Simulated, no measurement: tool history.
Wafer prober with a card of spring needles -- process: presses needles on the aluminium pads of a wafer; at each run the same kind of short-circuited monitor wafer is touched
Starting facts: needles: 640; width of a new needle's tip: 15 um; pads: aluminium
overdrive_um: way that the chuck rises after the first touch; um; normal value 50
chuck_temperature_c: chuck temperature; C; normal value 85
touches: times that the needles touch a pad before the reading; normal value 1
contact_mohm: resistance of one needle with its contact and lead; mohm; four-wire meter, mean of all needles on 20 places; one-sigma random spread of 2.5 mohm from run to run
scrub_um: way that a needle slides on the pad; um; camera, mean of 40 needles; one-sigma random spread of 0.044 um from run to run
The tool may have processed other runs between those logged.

run 1 hour=0 | overdrive_um=50 chuck_temperature_c=85 touches=1 | contact_mohm=360 scrub_um=6.74
run 2 hour=9.9 | overdrive_um=50 chuck_temperature_c=85 touches=1 | contact_mohm=312 scrub_um=6.76
run 3 hour=23.2 | overdrive_um=50 chuck_temperature_c=85 touches=1 | contact_mohm=373 scrub_um=6.74
run 4 hour=34.9 | overdrive_um=50 chuck_temperature_c=85 touches=1 | contact_mohm=359 scrub_um=6.76
run 5 hour=51.7 | overdrive_um=50 chuck_temperature_c=85 touches=2 | contact_mohm=322 scrub_um=6.66
run 6 hour=60.6 | overdrive_um=50 chuck_temperature_c=85 touches=1 | contact_mohm=376 scrub_um=6.76
run 7 hour=69.6 | overdrive_um=50 chuck_temperature_c=85 touches=1 | contact_mohm=354 scrub_um=6.65
run 8 hour=84.8 | overdrive_um=50 chuck_temperature_c=85 touches=2 | contact_mohm=316 scrub_um=6.76
run 9 hour=102.9 | overdrive_um=50 chuck_temperature_c=85 touches=1 | contact_mohm=334 scrub_um=6.61
run 10 hour=113.4 | overdrive_um=50 chuck_temperature_c=85 touches=1 | contact_mohm=375 scrub_um=6.76
run 11 hour=122.8 | overdrive_um=50 chuck_temperature_c=85 touches=1 | contact_mohm=356 scrub_um=6.69
run 12 hour=135.7 | overdrive_um=50 chuck_temperature_c=85 touches=1 | contact_mohm=317 scrub_um=6.65
run 13 hour=149.4 | overdrive_um=50 chuck_temperature_c=85 touches=2 | contact_mohm=341 scrub_um=6.73
run 14 hour=161.7 | overdrive_um=50 chuck_temperature_c=85 touches=1 | contact_mohm=366 scrub_um=6.67
run 15 hour=174.3 | overdrive_um=50 chuck_temperature_c=85 touches=1 | contact_mohm=327 scrub_um=6.66
run 16 hour=186.6 | overdrive_um=50 chuck_temperature_c=85 touches=1 | contact_mohm=385 scrub_um=6.59
run 17 hour=195.3 | overdrive_um=50 chuck_temperature_c=85 touches=1 | contact_mohm=350 scrub_um=6.6
run 18 hour=208.9 | overdrive_um=50 chuck_temperature_c=85 touches=1 | contact_mohm=320 scrub_um=6.68
run 19 hour=222.2 | overdrive_um=57 chuck_temperature_c=85 touches=2 | contact_mohm=331 scrub_um=7.61
run 20 hour=232.3 | overdrive_um=57 chuck_temperature_c=85 touches=2 | contact_mohm=311 scrub_um=7.64
run 21 hour=250.4 | overdrive_um=66 chuck_temperature_c=25 touches=2 | contact_mohm=291 scrub_um=8.85
run 22 hour=264.9 | overdrive_um=32 chuck_temperature_c=51 touches=3 | contact_mohm=336 scrub_um=4.21
run 23 hour=274.8 | overdrive_um=58 chuck_temperature_c=85 touches=1 | contact_mohm=356 scrub_um=7.73
run 24 hour=290.8 | overdrive_um=58 chuck_temperature_c=85 touches=1 | contact_mohm=350 scrub_um=7.67
run 25 hour=299.4 | overdrive_um=31 chuck_temperature_c=28 touches=2 | contact_mohm=352 scrub_um=3.99
run 26 hour=315.1 | overdrive_um=49 chuck_temperature_c=85 touches=2 | contact_mohm=304 scrub_um=6.39
run 27 hour=328.8 | overdrive_um=48 chuck_temperature_c=33 touches=1 | contact_mohm=389 scrub_um=6.37
run 28 hour=337.5 | overdrive_um=48 chuck_temperature_c=33 touches=1 | contact_mohm=345 scrub_um=6.3
run 29 hour=348.5 | overdrive_um=38 chuck_temperature_c=33 touches=2 | contact_mohm=384 scrub_um=4.93
run 30 hour=360 | overdrive_um=50 chuck_temperature_c=107 touches=2 | contact_mohm=344 scrub_um=6.52
run 31 hour=368.2 | overdrive_um=50 chuck_temperature_c=49 touches=2 | contact_mohm=274 scrub_um=6.48
run 32 hour=380.5 | overdrive_um=58 chuck_temperature_c=77 touches=2 | contact_mohm=321 scrub_um=7.99

Missing from the log above: 22 entries noted between runs. For each, name the pair of listed runs it sits between and say how the tool's hidden condition differs from the listed run just before to the listed run just after:
After run 1, before run 2: tips cleaned on abrasive film (hour 7.9)
  debris on the tips, nm: 133.2 -> 49.1; way that the needles fall short of the set height, um: 0.7 -> 0.79; tips' diameter, um: 15.24 -> 15.28
  the result without the hidden state subtracted from the measured one, contact_mohm: +81 -> +31 mohm; scrub_um: -0.09 -> -0.11 um
After run 3, before run 4: tips cleaned on abrasive film (hour 25.6)
  debris on the tips, nm: 150.7 -> 124.6; way that the needles fall short of the set height, um: 0.79 -> 0.87; tips' diameter, um: 15.28 -> 15.31
  the result without the hidden state subtracted from the measured one, contact_mohm: +93 -> +77 mohm; scrub_um: -0.11 -> -0.12 um
After run 4, before run 5: tips cleaned on abrasive film (hour 43.4)
  debris on the tips, nm: 124.6 -> 121; way that the needles fall short of the set height, um: 0.87 -> 0.97; tips' diameter, um: 15.31 -> 15.34
  the result without the hidden state subtracted from the measured one, contact_mohm: +77 -> +46 mohm; scrub_um: -0.12 -> -0.13 um
After run 6, before run 7: tips cleaned on abrasive film (hour 61.9)
  debris on the tips, nm: 159.1 -> 111.1; way that the needles fall short of the set height, um: 0.97 -> 1.04; tips' diameter, um: 15.34 -> 15.37
  the result without the hidden state subtracted from the measured one, contact_mohm: +98 -> +71 mohm; scrub_um: -0.14 -> -0.15 um
After run 7, before run 8: tips cleaned on abrasive film (hour 79.6)
  debris on the tips, nm: 111.1 -> 89.8; way that the needles fall short of the set height, um: 1.04 -> 1.12; tips' diameter, um: 15.37 -> 15.39
  the result without the hidden state subtracted from the measured one, contact_mohm: +71 -> +34 mohm; scrub_um: -0.15 -> -0.15 um
After run 8, before run 9: tips cleaned on abrasive film (hour 97.1)
  debris on the tips, nm: 89.8 -> 89.3; way that the needles fall short of the set height, um: 1.12 -> 1.21; tips' diameter, um: 15.39 -> 15.42
  the result without the hidden state subtracted from the measured one, contact_mohm: +34 -> +56 mohm; scrub_um: -0.15 -> -0.17 um
After run 10, before run 11: tips cleaned on abrasive film (hour 115.6)
  debris on the tips, nm: 151.6 -> 111.5; way that the needles fall short of the set height, um: 1.21 -> 1.27; tips' diameter, um: 15.42 -> 15.44
  the result without the hidden state subtracted from the measured one, contact_mohm: +95 -> +72 mohm; scrub_um: -0.17 -> -0.17 um
After run 11, before run 12: tips cleaned on abrasive film (hour 133.1)
  debris on the tips, nm: 111.5 -> 58; way that the needles fall short of the set height, um: 1.27 -> 1.34; tips' diameter, um: 15.44 -> 15.47
  the result without the hidden state subtracted from the measured one, contact_mohm: +72 -> +37 mohm; scrub_um: -0.17 -> -0.19 um
After run 13, before run 14: tips cleaned on abrasive film (hour 151.2)
  debris on the tips, nm: 156.4 -> 136.8; way that the needles fall short of the set height, um: 1.34 -> 1.4; tips' diameter, um: 15.47 -> 15.49
  the result without the hidden state subtracted from the measured one, contact_mohm: +61 -> +87 mohm; scrub_um: -0.18 -> -0.2 um
After run 14, before run 15: tips cleaned on abrasive film (hour 169.8)
  debris on the tips, nm: 136.8 -> 84.3; way that the needles fall short of the set height, um: 1.4 -> 1.46; tips' diameter, um: 15.49 -> 15.51
  the result without the hidden state subtracted from the measured one, contact_mohm: +87 -> +54 mohm; scrub_um: -0.2 -> -0.2 um
After run 16, before run 17: tips cleaned on abrasive film (hour 188.2)
  debris on the tips, nm: 157.3 -> 108.7; way that the needles fall short of the set height, um: 1.46 -> 1.52; tips' diameter, um: 15.51 -> 15.53
  the result without the hidden state subtracted from the measured one, contact_mohm: +102 -> +71 mohm; scrub_um: -0.2 -> -0.21 um
After run 17, before run 18: tips cleaned on abrasive film (hour 206.4)
  debris on the tips, nm: 108.7 -> 56.1; way that the needles fall short of the set height, um: 1.52 -> 1.6; tips' diameter, um: 15.53 -> 15.56
  the result without the hidden state subtracted from the measured one, contact_mohm: +71 -> +37 mohm; scrub_um: -0.21 -> -0.22 um
After run 19, before run 20: tips cleaned on abrasive film (hour 223.9)
  debris on the tips, nm: 151.4 -> 116.3; way that the needles fall short of the set height, um: 1.6 -> 1.68; tips' diameter, um: 15.56 -> 15.59
  the result without the hidden state subtracted from the measured one, contact_mohm: +48 -> +36 mohm; scrub_um: -0.22 -> -0.23 um
After run 20, before run 21: tips cleaned on abrasive film (hour 242.1)
  debris on the tips, nm: 116.3 -> 117.1; way that the needles fall short of the set height, um: 1.68 -> 1.77; tips' diameter, um: 15.59 -> 15.62
  the result without the hidden state subtracted from the measured one, contact_mohm: +36 -> +31 mohm; scrub_um: -0.23 -> -0.24 um
After run 21, before run 22: tips cleaned on abrasive film (hour 260.5)
  debris on the tips, nm: 117.1 -> 82.8; way that the needles fall short of the set height, um: 1.77 -> 1.84; tips' diameter, um: 15.62 -> 15.64
  the result without the hidden state subtracted from the measured one, contact_mohm: +31 -> +52 mohm; scrub_um: -0.24 -> -0.25 um
After run 23, before run 24: tips cleaned on abrasive film (hour 278.2)
  debris on the tips, nm: 146.6 -> 140.4; way that the needles fall short of the set height, um: 1.84 -> 1.93; tips' diameter, um: 15.64 -> 15.68
  the result without the hidden state subtracted from the measured one, contact_mohm: +75 -> +72 mohm; scrub_um: -0.26 -> -0.26 um
After run 24, before run 25: tips cleaned on abrasive film (hour 295.7)
  debris on the tips, nm: 140.4 -> 73.5; way that the needles fall short of the set height, um: 1.93 -> 2.02; tips' diameter, um: 15.68 -> 15.71
  the result without the hidden state subtracted from the measured one, contact_mohm: +72 -> +83 mohm; scrub_um: -0.26 -> -0.28 um
After run 25, before run 26: tips cleaned on abrasive film (hour 313.3)
  debris on the tips, nm: 73.5 -> 45.8; way that the needles fall short of the set height, um: 2.02 -> 2.12; tips' diameter, um: 15.71 -> 15.74
  the result without the hidden state subtracted from the measured one, contact_mohm: +83 -> +21 mohm; scrub_um: -0.28 -> -0.29 um
After run 27, before run 28: tips cleaned on abrasive film (hour 331.4)
  debris on the tips, nm: 153.2 -> 92.7; way that the needles fall short of the set height, um: 2.12 -> 2.18; tips' diameter, um: 15.74 -> 15.76
  the result without the hidden state subtracted from the measured one, contact_mohm: +122 -> +75 mohm; scrub_um: -0.29 -> -0.3 um
After run 29, before run 30: tips cleaned on abrasive film (hour 349.8)
  debris on the tips, nm: 154.1 -> 130.1; way that the needles fall short of the set height, um: 2.18 -> 2.26; tips' diameter, um: 15.76 -> 15.79
  the result without the hidden state subtracted from the measured one, contact_mohm: +116 -> +53 mohm; scrub_um: -0.3 -> -0.31 um
After run 30, before run 31: tips cleaned on abrasive film (hour 368.2)
  debris on the tips, nm: 130.1 -> 12.8; way that the needles fall short of the set height, um: 2.26 -> 2.35; tips' diameter, um: 15.79 -> 15.82
  the result without the hidden state subtracted from the measured one, contact_mohm: +53 -> +7 mohm; scrub_um: -0.31 -> -0.32 um
After run 31, before run 32: height of the first contact set anew (hour 369.7)
  debris on the tips, nm: 12.8 -> 140.1; way that the needles fall short of the set height, um: 2.35 -> 0
  the result without the hidden state subtracted from the measured one, contact_mohm: +7 -> +42 mohm; scrub_um: -0.32 -> +0 um

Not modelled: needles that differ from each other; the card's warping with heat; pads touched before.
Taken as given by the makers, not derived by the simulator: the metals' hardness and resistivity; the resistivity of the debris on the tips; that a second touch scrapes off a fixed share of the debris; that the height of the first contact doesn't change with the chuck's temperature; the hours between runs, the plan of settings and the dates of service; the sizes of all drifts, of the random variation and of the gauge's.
